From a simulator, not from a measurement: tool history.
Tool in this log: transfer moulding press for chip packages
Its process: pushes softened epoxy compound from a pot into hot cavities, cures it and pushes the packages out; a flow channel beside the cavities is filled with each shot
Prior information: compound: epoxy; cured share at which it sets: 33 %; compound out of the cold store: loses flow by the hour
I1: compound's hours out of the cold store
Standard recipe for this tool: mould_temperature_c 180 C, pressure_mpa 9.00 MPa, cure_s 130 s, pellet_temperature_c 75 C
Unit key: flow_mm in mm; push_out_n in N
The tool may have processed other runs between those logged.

run 1 hour=0.0 | mould_temperature_c=180 pressure_mpa=9.00 cure_s=130 pellet_temperature_c=75 | I1=38.6 | flow_mm=677 push_out_n=530
run 2 hour=56.7 | mould_temperature_c=180 pressure_mpa=9.00 cure_s=130 pellet_temperature_c=75 | I1=9.4 | flow_mm=729 push_out_n=763
run 3 hour=80.6 | mould_temperature_c=180 pressure_mpa=9.00 cure_s=130 pellet_temperature_c=75 | I1=10.0 | flow_mm=728 push_out_n=827
run 4 hour=110.6 | mould_temperature_c=180 pressure_mpa=9.00 cure_s=130 pellet_temperature_c=75 | I1=33.0 | flow_mm=687 push_out_n=807
run 5 hour=135.5 | mould_temperature_c=180 pressure_mpa=9.00 cure_s=130 pellet_temperature_c=75 | I1=21.8 | flow_mm=697 push_out_n=826
-- hour=160.5 cavities cleaned with cleaning compound and waxed
run 6 hour=169.6 | mould_temperature_c=180 pressure_mpa=9.00 cure_s=130 pellet_temperature_c=75 | I1=20.1 | flow_mm=708 push_out_n=532
run 7 hour=203.8 | mould_temperature_c=180 pressure_mpa=9.00 cure_s=130 pellet_temperature_c=75 | I1=22.0 | flow_mm=697 push_out_n=661
run 8 hour=257.3 | mould_temperature_c=180 pressure_mpa=9.00 cure_s=130 pellet_temperature_c=69 | I1=10.2 | flow_mm=709 push_out_n=839
-- hour=263.5 mould's thermocouples calibrated
run 9 hour=284.8 | mould_temperature_c=180 pressure_mpa=9.00 cure_s=130 pellet_temperature_c=69 | I1=15.6 | flow_mm=692 push_out_n=843
run 10 hour=308.0 | mould_temperature_c=180 pressure_mpa=9.00 cure_s=130 pellet_temperature_c=67 | I1=27.9 | flow_mm=672 push_out_n=850
-- hour=327.8 cavities cleaned with cleaning compound and waxed
run 11 hour=346.0 | mould_temperature_c=180 pressure_mpa=9.00 cure_s=114 pellet_temperature_c=75 | I1=45.0 | flow_mm=645 push_out_n=727
-- hour=353.0 mould's thermocouples calibrated, once more
run 12 hour=380.4 | mould_temperature_c=180 pressure_mpa=9.00 cure_s=130 pellet_temperature_c=75 | I1=28.2 | flow_mm=674 push_out_n=696
run 13 hour=425.8 | mould_temperature_c=180 pressure_mpa=9.00 cure_s=130 pellet_temperature_c=75 | I1=41.7 | flow_mm=645 push_out_n=774
run 14 hour=451.3 | mould_temperature_c=180 pressure_mpa=9.00 cure_s=114 pellet_temperature_c=75 | I1=14.2 | flow_mm=707 push_out_n=1098
run 15 hour=482.6 | mould_temperature_c=180 pressure_mpa=9.00 cure_s=114 pellet_temperature_c=75 | I1=20.2 | flow_mm=680 push_out_n=1121
-- hour=493.3 cavities cleaned with cleaning compound and waxed
run 16 hour=534.0 | mould_temperature_c=175 pressure_mpa=7.00 cure_s=150 pellet_temperature_c=75 | I1=32.3 | flow_mm=605 push_out_n=699
run 17 hour=572.2 | mould_temperature_c=180 pressure_mpa=9.00 cure_s=130 pellet_temperature_c=73 | I1=45.0 | flow_mm=633 push_out_n=739
run 18 hour=605.5 | mould_temperature_c=180 pressure_mpa=9.00 cure_s=130 pellet_temperature_c=73 | I1=26.9 | flow_mm=669 push_out_n=800
run 19 hour=644.5 | mould_temperature_c=180 pressure_mpa=9.34 cure_s=119 pellet_temperature_c=73 | I1=29.1 | flow_mm=654 push_out_n=993
-- hour=657.2 cavities cleaned with cleaning compound and waxed
run 20 hour=682.5 | mould_temperature_c=181 pressure_mpa=9.33 cure_s=127 pellet_temperature_c=81 | I1=27.2 | flow_mm=663 push_out_n=600
run 21 hour=725.8 | mould_temperature_c=181 pressure_mpa=9.33 cure_s=127 pellet_temperature_c=81 | I1=24.5 | flow_mm=663 push_out_n=701
run 22 hour=761.2 | mould_temperature_c=180 pressure_mpa=10.06 cure_s=151 pellet_temperature_c=75 | I1=26.3 | flow_mm=677 push_out_n=711
run 23 hour=808.7 | mould_temperature_c=172 pressure_mpa=8.25 cure_s=113 pellet_temperature_c=73 | I1=44.0 | flow_mm=626 push_out_n=1972
-- hour=823.9 cavities cleaned with cleaning compound and waxed
run 24 hour=841.3 | mould_temperature_c=181 pressure_mpa=9.00 cure_s=130 pellet_temperature_c=75 | I1=38.8 | flow_mm=621 push_out_n=568
-- hour=864.1 plunger's sealing rings changed
run 25 hour=888.5 | mould_temperature_c=187 pressure_mpa=9.01 cure_s=130 pellet_temperature_c=75 | I1=44.1 | flow_mm=636 push_out_n=608
run 26 hour=914.7 | mould_temperature_c=184 pressure_mpa=9.01 cure_s=140 pellet_temperature_c=72 | I1=26.5 | flow_mm=687 push_out_n=660
run 27 hour=950.8 | mould_temperature_c=176 pressure_mpa=9.50 cure_s=121 pellet_temperature_c=72 | I1=43.6 | flow_mm=700 push_out_n=1174
-- hour=992.6 cavities cleaned with cleaning compound and waxed
run 28 hour=1007.9 | mould_temperature_c=180 pressure_mpa=7.27 cure_s=130 pellet_temperature_c=75 | I1=41.5 | flow_mm=599 push_out_n=569
run 29 hour=1051.6 | mould_temperature_c=180 pressure_mpa=7.27 cure_s=130 pellet_temperature_c=75 | I1=47.6 | flow_mm=587 push_out_n=690

Hidden state or all else? Some run-to-run changes of flow_mm, split into what the settings, what came in and random variation would give without the hidden state, and what is left for the hidden state (with any gauge scatter that isn't in both results):
What the log doesn't record here: true mould temperature over the reading, C; pressure that reaches the compound, % of what is set; grip of the stained cavities, % over clean ones'; drift of the gauge itself on flow_mm, %; drift of the gauge itself on push_out_n, %.
Run 7 -> 8: pellet_temperature_c 75 -> 69. flow_mm +12 mm: hidden state -6, all else +18.
Run 15 -> 16: mould_temperature_c 180 -> 175, pressure_mpa 9.00 -> 7.00, cure_s 114 -> 150, cavities cleaned with cleaning compound and waxed. flow_mm -75 mm: hidden state +0, all else -75.
Run 24 -> 25: mould_temperature_c 181 -> 187, pressure_mpa 9.00 -> 9.01, plunger's sealing rings changed. flow_mm +15 mm: hidden state +52, all else -37.
Run 27 -> 28: mould_temperature_c 176 -> 180, pressure_mpa 9.50 -> 7.27, cure_s 121 -> 130, pellet_temperature_c 72 -> 75, cavities cleaned with cleaning compound and waxed. flow_mm -101 mm: hidden state -2, all else -99.
